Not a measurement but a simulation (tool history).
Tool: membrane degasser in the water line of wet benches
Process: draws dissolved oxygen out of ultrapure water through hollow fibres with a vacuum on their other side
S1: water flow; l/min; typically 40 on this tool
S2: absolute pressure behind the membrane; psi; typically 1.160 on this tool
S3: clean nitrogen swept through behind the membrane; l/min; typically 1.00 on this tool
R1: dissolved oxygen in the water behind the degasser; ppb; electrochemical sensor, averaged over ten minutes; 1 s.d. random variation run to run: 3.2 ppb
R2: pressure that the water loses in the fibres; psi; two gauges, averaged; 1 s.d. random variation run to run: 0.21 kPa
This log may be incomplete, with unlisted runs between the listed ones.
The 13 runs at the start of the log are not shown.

At hour 2202.6: membrane cartridge changed.
At hour 2251.7: vacuum gauge calibrated.
Run 14, hour 2369.7: usual settings but S3 0.64 l/min. Result: R1 521.6 ppb, R2 7.101 psi.
Run 15, hour 2573.1: usual settings but S1 61 l/min, S3 0.64 l/min. Result: R1 698.9 ppb, R2 10.853 psi.
Run 16, hour 2751.4: usual settings but S1 61 l/min, S3 0.64 l/min. Result: R1 711.1 ppb, R2 10.855 psi.
Run 17, hour 2911.6: usual settings but S1 61 l/min, S3 0.64 l/min. Result: R1 705.7 ppb, R2 10.871 psi.
Run 18, hour 3043.5: usual settings but S1 27 l/min, S2 0.928 psi, S3 0.69 l/min. Result: R1 243.0 ppb, R2 4.776 psi.
Run 19, hour 3242.3: usual settings but S1 27 l/min, S2 0.928 psi, S3 0.69 l/min. Result: R1 249.2 ppb, R2 4.843 psi.
Run 20, hour 3509.1: usual settings but S1 45 l/min, S3 1.04 l/min. Result: R1 404.1 ppb, R2 8.100 psi.
Run 21, hour 3699.3: usual settings but S1 45 l/min, S3 1.04 l/min. Result: R1 402.6 ppb, R2 8.100 psi.
Run 22, hour 3931.0: usual settings but S1 35 l/min, S3 2.93 l/min. Result: R1 138.8 ppb, R2 6.344 psi.
Run 23, hour 4105.0: usual settings but S1 28 l/min, S2 0.846 psi, S3 2.92 l/min. Result: R1 63.2 ppb, R2 5.098 psi.
Run 24, hour 4300.4: usual settings but S1 28 l/min, S2 0.846 psi, S3 2.92 l/min. Result: R1 63.0 ppb, R2 5.078 psi.
Run 25, hour 4442.1: usual settings but S1 53 l/min, S2 1.302 psi, S3 0.70 l/min. Result: R1 720.1 ppb, R2 9.641 psi.
Run 26, hour 4609.7: usual settings but S1 53 l/min, S2 1.743 psi, S3 0.70 l/min. Result: R1 1063.0 ppb, R2 9.590 psi.
At hour 4837.8: seals of the vacuum lines changed.
Run 27, hour 4860.5: usual settings but S1 44 l/min, S2 2.590 psi, S3 1.05 l/min. Result: R1 1112.5 ppb, R2 8.021 psi.
Run 28, hour 5102.1: usual settings but S1 39 l/min, S2 1.775 psi, S3 2.39 l/min. Result: R1 331.6 ppb, R2 7.113 psi.
Run 29, hour 5269.5: usual settings but S1 31 l/min, S2 1.775 psi, S3 0.42 l/min. Result: R1 1066.5 ppb, R2 5.662 psi.
Run 30, hour 5420.6: usual settings but S1 31 l/min, S2 1.775 psi, S3 0.42 l/min. Result: R1 1056.2 ppb, R2 5.652 psi.

For run 31, what comes out?
Run 31, hour 5698.3: usual settings but S1 46 l/min, S3 1.21 l/min. Result: R1 ?, R2 ?.

Run 31 measured R1 376.1 ppb, R2 8.448 psi.
The same run, on a tool lacking any hidden state, would have yielded R1 365.5 ppb, R2 8.128 psi.

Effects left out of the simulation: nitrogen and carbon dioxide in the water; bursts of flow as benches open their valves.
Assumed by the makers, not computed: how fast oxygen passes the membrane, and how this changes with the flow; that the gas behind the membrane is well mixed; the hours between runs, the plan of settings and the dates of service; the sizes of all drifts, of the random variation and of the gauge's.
